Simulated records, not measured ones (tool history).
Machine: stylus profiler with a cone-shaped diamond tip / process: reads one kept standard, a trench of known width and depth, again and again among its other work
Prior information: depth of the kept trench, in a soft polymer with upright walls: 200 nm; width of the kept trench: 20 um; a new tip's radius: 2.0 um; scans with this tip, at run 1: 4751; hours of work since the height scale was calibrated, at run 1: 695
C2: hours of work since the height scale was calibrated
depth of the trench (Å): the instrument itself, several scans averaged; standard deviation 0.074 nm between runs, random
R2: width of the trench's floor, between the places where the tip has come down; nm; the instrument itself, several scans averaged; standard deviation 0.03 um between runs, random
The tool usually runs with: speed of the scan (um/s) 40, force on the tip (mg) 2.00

run 1 hour=0.0 | speed_of_the_scan_(um/s)=40 force_on_the_tip_(mg)=2.00 | scans_with_this_tip=4751 C2=695 | depth_of_the_trench_(Å)=2022.7 R2=17570
run 2 hour=45.3 | speed_of_the_scan_(um/s)=40 force_on_the_tip_(mg)=2.00 | scans_with_this_tip=4904 C2=717 | depth_of_the_trench_(Å)=2021.9 R2=17570
run 3 hour=99.7 | speed_of_the_scan_(um/s)=40 force_on_the_tip_(mg)=2.00 | scans_with_this_tip=5087 C2=744 | depth_of_the_trench_(Å)=2023.1 R2=17510
run 4 hour=152.5 | speed_of_the_scan_(um/s)=40 force_on_the_tip_(mg)=2.00 | scans_with_this_tip=5265 C2=770 | depth_of_the_trench_(Å)=2023.6 R2=17530
run 5 hour=191.9 | speed_of_the_scan_(um/s)=40 force_on_the_tip_(mg)=2.00 | scans_with_this_tip=5398 C2=790 | depth_of_the_trench_(Å)=2023.2 R2=17480
run 6 hour=242.0 | speed_of_the_scan_(um/s)=40 force_on_the_tip_(mg)=2.00 | scans_with_this_tip=5567 C2=814 | depth_of_the_trench_(Å)=2022.4 R2=17530
run 7 hour=269.4 | speed_of_the_scan_(um/s)=40 force_on_the_tip_(mg)=2.00 | scans_with_this_tip=5659 C2=828 | depth_of_the_trench_(Å)=2023.3 R2=17490
run 8 hour=313.4 | speed_of_the_scan_(um/s)=40 force_on_the_tip_(mg)=2.00 | scans_with_this_tip=5808 C2=850 | depth_of_the_trench_(Å)=2022.0 R2=17430
run 9 hour=368.4 | speed_of_the_scan_(um/s)=40 force_on_the_tip_(mg)=1.14 | scans_with_this_tip=5993 C2=877 | depth_of_the_trench_(Å)=2017.7 R2=17370
run 10 hour=416.5 | speed_of_the_scan_(um/s)=40 force_on_the_tip_(mg)=1.14 | scans_with_this_tip=6156 C2=900 | depth_of_the_trench_(Å)=2017.8 R2=17390
run 11 hour=445.3 | speed_of_the_scan_(um/s)=40 force_on_the_tip_(mg)=1.14 | scans_with_this_tip=6253 C2=915 | depth_of_the_trench_(Å)=2017.8 R2=17380
run 12 hour=497.5 | speed_of_the_scan_(um/s)=40 force_on_the_tip_(mg)=3.58 | scans_with_this_tip=6429 C2=940 | depth_of_the_trench_(Å)=2031.9 R2=17470
run 13 hour=531.6 | speed_of_the_scan_(um/s)=40 force_on_the_tip_(mg)=3.58 | scans_with_this_tip=6544 C2=957 | depth_of_the_trench_(Å)=2032.9 R2=17450
run 14 hour=567.9 | speed_of_the_scan_(um/s)=40 force_on_the_tip_(mg)=3.58 | scans_with_this_tip=6666 C2=975 | depth_of_the_trench_(Å)=2032.7 R2=17510
run 15 hour=592.2 | speed_of_the_scan_(um/s)=40 force_on_the_tip_(mg)=2.00 | scans_with_this_tip=6748 C2=987 | depth_of_the_trench_(Å)=2023.2 R2=17390
run 16 hour=645.0 | speed_of_the_scan_(um/s)=40 force_on_the_tip_(mg)=2.00 | scans_with_this_tip=6926 C2=1013 | depth_of_the_trench_(Å)=2025.0 R2=17380
-- hour=649.5 height scale calibrated on a step standard
run 17 hour=678.4 | speed_of_the_scan_(um/s)=40 force_on_the_tip_(mg)=2.00 | scans_with_this_tip=7037 C2=14 | depth_of_the_trench_(Å)=2026.4 R2=17390
run 18 hour=731.3 | speed_of_the_scan_(um/s)=73 force_on_the_tip_(mg)=2.00 | scans_with_this_tip=7216 C2=40 | depth_of_the_trench_(Å)=2025.2 R2=17210
run 19 hour=788.9 | speed_of_the_scan_(um/s)=73 force_on_the_tip_(mg)=5.00 | scans_with_this_tip=7410 C2=69 | depth_of_the_trench_(Å)=2041.8 R2=17280
run 20 hour=844.6 | speed_of_the_scan_(um/s)=22 force_on_the_tip_(mg)=5.00 | scans_with_this_tip=7598 C2=96 | depth_of_the_trench_(Å)=2042.8 R2=17440
-- hour=871.3 height scale calibrated on a step standard, once more
run 21 hour=881.7 | speed_of_the_scan_(um/s)=37 force_on_the_tip_(mg)=5.00 | scans_with_this_tip=7721 C2=5 | depth_of_the_trench_(Å)=2034.6 R2=17300
run 22 hour=914.2 | speed_of_the_scan_(um/s)=37 force_on_the_tip_(mg)=5.00 | scans_with_this_tip=7830 C2=21 | depth_of_the_trench_(Å)=2036.0 R2=17350
run 23 hour=954.9 | speed_of_the_scan_(um/s)=37 force_on_the_tip_(mg)=5.00 | scans_with_this_tip=7968 C2=41 | depth_of_the_trench_(Å)=2036.4 R2=17340
run 24 hour=1010.5 | speed_of_the_scan_(um/s)=128 force_on_the_tip_(mg)=0.80 | scans_with_this_tip=8155 C2=69 | depth_of_the_trench_(Å)=2011.2 R2=16650
run 25 hour=1060.3 | speed_of_the_scan_(um/s)=128 force_on_the_tip_(mg)=0.80 | scans_with_this_tip=8323 C2=93 | depth_of_the_trench_(Å)=2010.3 R2=16640
run 26 hour=1117.1 | speed_of_the_scan_(um/s)=128 force_on_the_tip_(mg)=0.80 | scans_with_this_tip=8515 C2=121 | depth_of_the_trench_(Å)=2010.6 R2=16630
run 27 hour=1159.7 | speed_of_the_scan_(um/s)=128 force_on_the_tip_(mg)=0.80 | scans_with_this_tip=8659 C2=142 | depth_of_the_trench_(Å)=2010.9 R2=16620
run 28 hour=1215.8 | speed_of_the_scan_(um/s)=26 force_on_the_tip_(mg)=1.85 | scans_with_this_tip=8848 C2=170 | depth_of_the_trench_(Å)=2020.1 R2=17260
run 29 hour=1242.4 | speed_of_the_scan_(um/s)=17 force_on_the_tip_(mg)=4.69 | scans_with_this_tip=8938 C2=183 | depth_of_the_trench_(Å)=2034.9 R2=17270
run 30 hour=1279.7 | speed_of_the_scan_(um/s)=28 force_on_the_tip_(mg)=1.69 | scans_with_this_tip=9063 C2=201 | depth_of_the_trench_(Å)=2016.7 R2=17230
run 31 hour=1323.1 | speed_of_the_scan_(um/s)=23 force_on_the_tip_(mg)=0.78 | scans_with_this_tip=9210 C2=223 | depth_of_the_trench_(Å)=2010.6 R2=17220
run 32 hour=1374.4 | speed_of_the_scan_(um/s)=23 force_on_the_tip_(mg)=0.78 | scans_with_this_tip=9383 C2=248 | depth_of_the_trench_(Å)=2010.5 R2=17110
run 33 hour=1399.9 | speed_of_the_scan_(um/s)=23 force_on_the_tip_(mg)=0.78 | scans_with_this_tip=9469 C2=261 | depth_of_the_trench_(Å)=2012.0 R2=17110
run 34 hour=1443.6 | speed_of_the_scan_(um/s)=23 force_on_the_tip_(mg)=0.78 | scans_with_this_tip=9616 C2=282 | depth_of_the_trench_(Å)=2011.8 R2=17110
run 35 hour=1468.8 | speed_of_the_scan_(um/s)=16 force_on_the_tip_(mg)=0.81 | scans_with_this_tip=9701 C2=295 | depth_of_the_trench_(Å)=2012.1 R2=17180
run 36 hour=1519.4 | speed_of_the_scan_(um/s)=40 force_on_the_tip_(mg)=1.77 | scans_with_this_tip=9871 C2=320 | depth_of_the_trench_(Å)=2019.3 R2=17120
run 37 hour=1545.1 | speed_of_the_scan_(um/s)=40 force_on_the_tip_(mg)=1.77 | scans_with_this_tip=9958 C2=332 | depth_of_the_trench_(Å)=2018.7 R2=17120
run 38 hour=1576.8 | speed_of_the_scan_(um/s)=47 force_on_the_tip_(mg)=2.00 | scans_with_this_tip=10065 C2=348 | depth_of_the_trench_(Å)=2020.8 R2=17020
run 39 hour=1615.0 | speed_of_the_scan_(um/s)=30 force_on_the_tip_(mg)=5.66 | scans_with_this_tip=10194 C2=367 | depth_of_the_trench_(Å)=2041.5 R2=17140
run 40 hour=1647.6 | speed_of_the_scan_(um/s)=106 force_on_the_tip_(mg)=2.00 | scans_with_this_tip=10304 C2=383 | depth_of_the_trench_(Å)=2021.7 R2=16860
run 41 hour=1693.0 | speed_of_the_scan_(um/s)=21 force_on_the_tip_(mg)=0.74 | scans_with_this_tip=10457 C2=405 | depth_of_the_trench_(Å)=2011.7 R2=17100
run 42 hour=1720.7 | speed_of_the_scan_(um/s)=22 force_on_the_tip_(mg)=1.03 | scans_with_this_tip=10550 C2=419 | depth_of_the_trench_(Å)=2014.0 R2=17100
run 43 hour=1768.4 | speed_of_the_scan_(um/s)=26 force_on_the_tip_(mg)=1.03 | scans_with_this_tip=10711 C2=443 | depth_of_the_trench_(Å)=2013.4 R2=17030
run 44 hour=1802.3 | speed_of_the_scan_(um/s)=20 force_on_the_tip_(mg)=1.85 | scans_with_this_tip=10826 C2=459 | depth_of_the_trench_(Å)=2019.1 R2=17060
run 45 hour=1841.7 | speed_of_the_scan_(um/s)=74 force_on_the_tip_(mg)=2.00 | scans_with_this_tip=10958 C2=479 | depth_of_the_trench_(Å)=2020.6 R2=16890

The same runs without the tool's hidden state, with the same run-to-run variation:
Unlogged tool condition in this case: radius of the tip, um; height scale over the true one, %; drift of the gauge itself on depth_nm, %; drift of the gauge itself on floor_um, %.
run=1 depth_of_the_trench_(Å)=2019.5 R2=18100
run=2 depth_of_the_trench_(Å)=2018.6 R2=18120
run=3 depth_of_the_trench_(Å)=2019.7 R2=18070
run=4 depth_of_the_trench_(Å)=2020.1 R2=18110
run=5 depth_of_the_trench_(Å)=2019.6 R2=18070
run=6 depth_of_the_trench_(Å)=2018.7 R2=18130
run=7 depth_of_the_trench_(Å)=2019.6 R2=18100
run=8 depth_of_the_trench_(Å)=2018.2 R2=18060
run=9 depth_of_the_trench_(Å)=2013.8 R2=18020
run=10 depth_of_the_trench_(Å)=2013.8 R2=18060
run=11 depth_of_the_trench_(Å)=2013.7 R2=18060
run=12 depth_of_the_trench_(Å)=2027.7 R2=18160
run=13 depth_of_the_trench_(Å)=2028.6 R2=18150
run=14 depth_of_the_trench_(Å)=2028.3 R2=18230
run=15 depth_of_the_trench_(Å)=2018.8 R2=18110
run=16 depth_of_the_trench_(Å)=2020.5 R2=18120
run=17 depth_of_the_trench_(Å)=2020.5 R2=18140
run=18 depth_of_the_trench_(Å)=2019.2 R2=17980
run=19 depth_of_the_trench_(Å)=2035.6 R2=18060
run=20 depth_of_the_trench_(Å)=2036.5 R2=18240
run=21 depth_of_the_trench_(Å)=2034.6 R2=18110
run=22 depth_of_the_trench_(Å)=2035.9 R2=18170
run=23 depth_of_the_trench_(Å)=2036.3 R2=18170
run=24 depth_of_the_trench_(Å)=2011.0 R2=17500
run=25 depth_of_the_trench_(Å)=2010.0 R2=17510
run=26 depth_of_the_trench_(Å)=2010.2 R2=17510
run=27 depth_of_the_trench_(Å)=2010.4 R2=17520
run=28 depth_of_the_trench_(Å)=2019.4 R2=18170
run=29 depth_of_the_trench_(Å)=2034.2 R2=18190
run=30 depth_of_the_trench_(Å)=2015.9 R2=18170
run=31 depth_of_the_trench_(Å)=2009.7 R2=18170
run=32 depth_of_the_trench_(Å)=2009.6 R2=18070
run=33 depth_of_the_trench_(Å)=2011.0 R2=18080
run=34 depth_of_the_trench_(Å)=2010.7 R2=18090
run=35 depth_of_the_trench_(Å)=2010.9 R2=18170
run=36 depth_of_the_trench_(Å)=2018.0 R2=18120
run=37 depth_of_the_trench_(Å)=2017.4 R2=18130
run=38 depth_of_the_trench_(Å)=2019.5 R2=18040
run=39 depth_of_the_trench_(Å)=2040.0 R2=18170
run=40 depth_of_the_trench_(Å)=2020.2 R2=17900
run=41 depth_of_the_trench_(Å)=2010.1 R2=18150
run=42 depth_of_the_trench_(Å)=2012.4 R2=18150
run=43 depth_of_the_trench_(Å)=2011.7 R2=18100
run=44 depth_of_the_trench_(Å)=2017.3 R2=18140
run=45 depth_of_the_trench_(Å)=2018.7 R2=17980

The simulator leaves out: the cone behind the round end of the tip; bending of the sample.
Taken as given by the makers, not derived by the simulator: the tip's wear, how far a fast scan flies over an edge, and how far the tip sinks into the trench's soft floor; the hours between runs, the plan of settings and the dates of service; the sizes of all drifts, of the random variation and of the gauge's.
